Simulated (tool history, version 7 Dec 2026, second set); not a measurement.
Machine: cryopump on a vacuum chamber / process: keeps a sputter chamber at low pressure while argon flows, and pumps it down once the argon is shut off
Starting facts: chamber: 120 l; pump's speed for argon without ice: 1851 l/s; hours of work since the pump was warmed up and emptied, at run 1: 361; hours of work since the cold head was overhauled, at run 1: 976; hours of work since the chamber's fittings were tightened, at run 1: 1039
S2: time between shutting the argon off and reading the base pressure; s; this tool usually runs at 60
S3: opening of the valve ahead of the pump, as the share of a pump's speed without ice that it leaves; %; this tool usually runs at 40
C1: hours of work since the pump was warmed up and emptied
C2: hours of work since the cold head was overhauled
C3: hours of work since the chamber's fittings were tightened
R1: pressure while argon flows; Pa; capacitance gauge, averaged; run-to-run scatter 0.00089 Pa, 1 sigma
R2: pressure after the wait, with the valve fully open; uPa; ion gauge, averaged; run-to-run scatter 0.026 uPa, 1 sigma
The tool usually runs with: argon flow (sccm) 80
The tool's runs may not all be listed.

Run 1, hour 0: usual settings; C1 361; C2 976; C3 1039. Result: R1 0.1954 Pa, R2 1.85 uPa.
Run 2, hour 36.5: usual settings; C1 388; C2 1003; C3 1066. Result: R1 0.1948 Pa, R2 1.83 uPa.
Run 3, hour 69.7: usual settings but S2 127 s; C1 412; C2 1028; C3 1090. Result: R1 0.1969 Pa, R2 1.43 uPa.
Run 4, hour 126.9: usual settings but S2 127 s; C1 455; C2 1070; C3 1133. Result: R1 0.1992 Pa, R2 1.5 uPa.
Run 5, hour 180.6: usual settings but argon flow (sccm) 82; C1 495; C2 1110; C3 1173. Result: R1 0.2062 Pa, R2 1.97 uPa.
Run 6, hour 239.3: usual settings but argon flow (sccm) 82; C1 538; C2 1154; C3 1216. Result: R1 0.2075 Pa, R2 2.02 uPa.
Run 7, hour 276.9: usual settings; C1 566; C2 1182; C3 1244. Result: R1 0.2058 Pa, R2 2.12 uPa.
At hour 331.6: pump warmed up, emptied and cooled again.
Run 8, hour 339.3: usual settings; C1 6; C2 1224; C3 1287. Result: R1 0.1839 Pa, R2 1.87 uPa.
Run 9, hour 400.9: usual settings; C1 51; C2 1270; C3 1332. Result: R1 0.1842 Pa, R2 1.9 uPa.
Run 10, hour 460.8: usual settings; C1 96; C2 1314; C3 1377. Result: R1 0.1868 Pa, R2 1.97 uPa.
Run 11, hour 526.5: usual settings; C1 145; C2 1363; C3 1426. Result: R1 0.1895 Pa, R2 2 uPa.
Run 12, hour 558.4: usual settings; C1 168; C2 1387; C3 1449. Result: R1 0.189 Pa, R2 2.03 uPa.
Run 13, hour 625.6: usual settings; C1 218; C2 1437; C3 1499. Result: R1 0.1922 Pa, R2 2.06 uPa.
Run 14, hour 667.1: usual settings; C1 249; C2 1467; C3 1530. Result: R1 0.193 Pa, R2 2.15 uPa.
Run 15, hour 695.2: usual settings; C1 270; C2 1488; C3 1551. Result: R1 0.1936 Pa, R2 2.13 uPa.
Run 16, hour 758.6: usual settings; C1 317; C2 1535; C3 1598. Result: R1 0.1954 Pa, R2 2.27 uPa.
Run 17, hour 807: usual settings; C1 353; C2 1571; C3 1634. Result: R1 0.1982 Pa, R2 2.25 uPa.
Run 18, hour 874.8: usual settings; C1 403; C2 1622; C3 1684. Result: R1 0.1976 Pa, R2 2.34 uPa.
Run 19, hour 910.3: usual settings but argon flow (sccm) 39, S3 15 %; C1 429; C2 1648; C3 1710. Result: R1 0.248 Pa, R2 2.38 uPa.
Run 20, hour 976.5: usual settings but argon flow (sccm) 135, S2 112 s, S3 21 %; C1 478; C2 1697; C3 1759. Result: R1 0.6193 Pa, R2 2.03 uPa.
Run 21, hour 1038.3: usual settings but argon flow (sccm) 86, S2 35 s, S3 25 %; C1 524; C2 1743; C3 1805. Result: R1 0.3399 Pa, R2 3.16 uPa.
Run 22, hour 1082.4: usual settings but argon flow (sccm) 57, S2 103 s; C1 557; C2 1776; C3 1838. Result: R1 0.1455 Pa, R2 2.2 uPa.
Run 23, hour 1114.2: usual settings but argon flow (sccm) 132, S2 99 s, S3 55 %; C1 581; C2 1799; C3 1862. Result: R1 0.2613 Pa, R2 2.34 uPa.
At hour 1148: pump warmed up, emptied and cooled again.
Run 24, hour 1158.2: usual settings but argon flow (sccm) 132, S2 35 s, S3 55 %; C1 8; C2 1828; C3 1891. Result: R1 0.224 Pa, R2 2.96 uPa.
Run 25, hour 1204.9: usual settings but argon flow (sccm) 132, S2 35 s, S3 55 %; C1 42; C2 1863; C3 1925. Result: R1 0.2223 Pa, R2 2.95 uPa.
Run 26, hour 1273: usual settings but argon flow (sccm) 132, S2 35 s, S3 55 %; C1 93; C2 1913; C3 1976. Result: R1 0.2245 Pa, R2 2.96 uPa.
Run 27, hour 1308.9: usual settings but argon flow (sccm) 131, S3 17 %; C1 119; C2 1940; C3 2002. Result: R1 0.7126 Pa, R2 2.48 uPa.
Run 28, hour 1375.6: usual settings but argon flow (sccm) 75, S3 17 %; C1 169; C2 1989; C3 2052. Result: R1 0.4095 Pa, R2 2.42 uPa.
Run 29, hour 1436.6: usual settings but argon flow (sccm) 40, S2 89 s, S3 33 %; C1 214; C2 2035; C3 2097. Result: R1 0.1152 Pa, R2 2.17 uPa.
Run 30, hour 1502.3: usual settings but argon flow (sccm) 44, S2 89 s, S3 28 %; C1 263; C2 2083; C3 2146. Result: R1 0.1472 Pa, R2 2.29 uPa.

Consider 4 possible next runs. They are alternatives, not a sequence: every one starts from the tool as it was left by run 30. What does each give?
Run A, hour 1539.7: usual settings but argon flow (sccm) 65, S2 89 s, S3 28 %; C1 291; C2 2111; C3 2174. Result: R1 ?, R2 ?.
Run B, hour 1539.7: usual settings but argon flow (sccm) 126, S2 88 s, S3 26 %; C1 291; C2 2111; C3 2174. Result: R1 ?, R2 ?.
Run C, hour 1539.7: usual settings but argon flow (sccm) 139, S3 18 %; C1 291; C2 2111; C3 2174. Result: R1 ?, R2 ?.
Run D, hour 1539.7: usual settings but argon flow (sccm) 123, S2 89 s, S3 28 %; C1 291; C2 2111; C3 2174. Result: R1 ?, R2 ?.

run      R1    R2
  A  0.2219  2.25
  B  0.4627  2.31
  C  0.7248  2.61
  D  0.4182  2.25
What these runs would have given with no unlogged condition in the tool:
run      R1    R2
  A  0.2121  0.73
  B  0.4436  0.78
  C  0.7038  1.07
  D  0.3997  0.75
